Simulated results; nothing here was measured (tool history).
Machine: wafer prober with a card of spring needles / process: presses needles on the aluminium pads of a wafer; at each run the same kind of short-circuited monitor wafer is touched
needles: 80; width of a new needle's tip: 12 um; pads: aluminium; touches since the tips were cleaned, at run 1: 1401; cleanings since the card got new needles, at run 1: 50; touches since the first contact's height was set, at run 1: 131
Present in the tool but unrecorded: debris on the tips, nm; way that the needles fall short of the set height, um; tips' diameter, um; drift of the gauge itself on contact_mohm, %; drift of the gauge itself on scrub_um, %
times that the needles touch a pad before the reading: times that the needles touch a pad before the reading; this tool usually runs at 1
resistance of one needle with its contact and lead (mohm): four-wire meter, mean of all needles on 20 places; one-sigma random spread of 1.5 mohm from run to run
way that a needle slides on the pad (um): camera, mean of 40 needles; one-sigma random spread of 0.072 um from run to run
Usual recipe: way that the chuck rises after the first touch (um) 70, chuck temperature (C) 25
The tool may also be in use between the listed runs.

run,hour,way that the chuck rises after the first touch (um),chuck temperature (C),times that the needles touch a pad before the reading,touches since the tips were cleaned,cleanings since the card got new needles,touches since the first contact's height was set,resistance of one needle with its contact and lead (mohm),way that a needle slides on the pad (um)
1,0,70,25,1,1401,50,131,140,19.33
# hour 6: tips cleaned on abrasive film
# hour 13.4: tips cleaned on abrasive film
2,17.4,70,25,1,3078,52,13228,140,19.29
# hour 20.8: tips cleaned on abrasive film
# hour 28: tips cleaned on abrasive film
# hour 35.6: tips cleaned on abrasive film
3,37.1,70,25,1,1163,55,27977,139,19.19
# hour 43: tips cleaned on abrasive film
4,48.7,70,25,1,4394,56,36761,139,19.07
# hour 50.3: tips cleaned on abrasive film
# hour 58.1: tips cleaned on abrasive film
# hour 65.3: tips cleaned on abrasive film
5,65.3,70,25,1,0,59,49177,140,19.09
# hour 72.6: tips cleaned on abrasive film
6,78.1,55,25,1,4219,60,58840,139,15.06
# hour 80.3: tips cleaned on abrasive film
# hour 87.9: tips cleaned on abrasive film
# hour 94.9: tips cleaned on abrasive film
7,95.8,55,25,1,724,63,72083,139,15.08
# hour 102.5: tips cleaned on abrasive film
# hour 110.5: tips cleaned on abrasive film
8,111.3,55,25,1,618,65,83681,138,15.01
# hour 117.6: tips cleaned on abrasive film
# hour 125.6: tips cleaned on abrasive film
9,130.5,55,25,1,3663,67,98123,143,14.99
# hour 133.6: tips cleaned on abrasive film
# hour 135.1: height of the first contact set anew
# hour 141.1: tips cleaned on abrasive film
10,142.2,55,25,1,846,69,5300,138,14.99
# hour 148.2: tips cleaned on abrasive film
# hour 155.3: tips cleaned on abrasive film
11,155.8,70,79,1,390,71,15504,147,19.02
# hour 162.8: tips cleaned on abrasive film
12,169.2,70,79,1,4877,72,25629,150,19.14
# hour 170.2: tips cleaned on abrasive film
# hour 177.9: tips cleaned on abrasive film
13,178.6,56,33,1,548,74,32646,144,15.25
# hour 185.6: tips cleaned on abrasive film
# hour 193.4: tips cleaned on abrasive film
14,194.7,82,33,1,988,76,44718,142,22.34
# hour 201.2: tips cleaned on abrasive film
# hour 209.4: tips cleaned on abrasive film
15,213.4,82,33,1,3065,78,58792,141,22.12
# hour 216.4: tips cleaned on abrasive film
# hour 223.2: tips cleaned on abrasive film
16,229.4,75,33,1,4740,80,70845,142,20.34
# hour 230.5: tips cleaned on abrasive film
# hour 237.3: tips cleaned on abrasive film
# hour 244.4: tips cleaned on abrasive film
17,249.3,63,25,2,3741,83,85761,139,17.16
# hour 252: tips cleaned on abrasive film
# hour 259.3: tips cleaned on abrasive film
18,262.8,63,25,2,2611,85,95836,142,17.08
# hour 266.1: tips cleaned on abrasive film
# hour 271.5: height of the first contact set anew
# hour 274.7: tips cleaned on abrasive film
19,275.8,70,88,1,820,87,3223,150,18.84
# hour 282.5: tips cleaned on abrasive film
# hour 289.8: tips cleaned on abrasive film
20,291.5,70,88,1,1346,89,15050,149,18.97
# hour 298: tips cleaned on abrasive film
21,301.7,70,88,1,2836,90,22750,149,18.93
# hour 306.1: tips cleaned on abrasive film
# hour 314.5: tips cleaned on abrasive film
22,321,70,88,3,4962,92,37235,152,18.91
# hour 322.3: tips cleaned on abrasive film
# hour 330.4: tips cleaned on abrasive film
23,336.3,61,25,1,4449,94,48709,141,16.55

Below are 5 alternative next runs, each starting from the tool's condition after run 23. Predict each:
# hour 337.5: tips cleaned on abrasive film
# hour 344.9: tips cleaned on abrasive film
# hour 352: tips cleaned on abrasive film
A,352,84,25,1,0,97,60451,?,?
# hour 337.5: tips cleaned on abrasive film
# hour 344.9: tips cleaned on abrasive film
# hour 352: tips cleaned on abrasive film
B,352,58,76,1,0,97,60451,?,?
# hour 337.5: tips cleaned on abrasive film
# hour 344.9: tips cleaned on abrasive film
# hour 352: tips cleaned on abrasive film
C,352,83,59,1,0,97,60451,?,?
# hour 337.5: tips cleaned on abrasive film
# hour 344.9: tips cleaned on abrasive film
# hour 352: tips cleaned on abrasive film
D,352,79,61,1,0,97,60451,?,?
# hour 337.5: tips cleaned on abrasive film
# hour 344.9: tips cleaned on abrasive film
# hour 352: tips cleaned on abrasive film
E,352,61,44,1,0,97,60451,?,?

run,resistance of one needle with its contact and lead (mohm),way that a needle slides on the pad (um)
A,140,22.64
B,152,15.75
C,146,22.23
D,144,21.31
E,142,16.41
The same runs, with their run-to-run variation unchanged, on a tool lacking any hidden condition would have given:
run,resistance of one needle with its contact and lead (mohm),way that a needle slides on the pad (um)
A,140,23.11
B,152,16.08
C,146,22.69
D,144,21.75
E,142,16.75
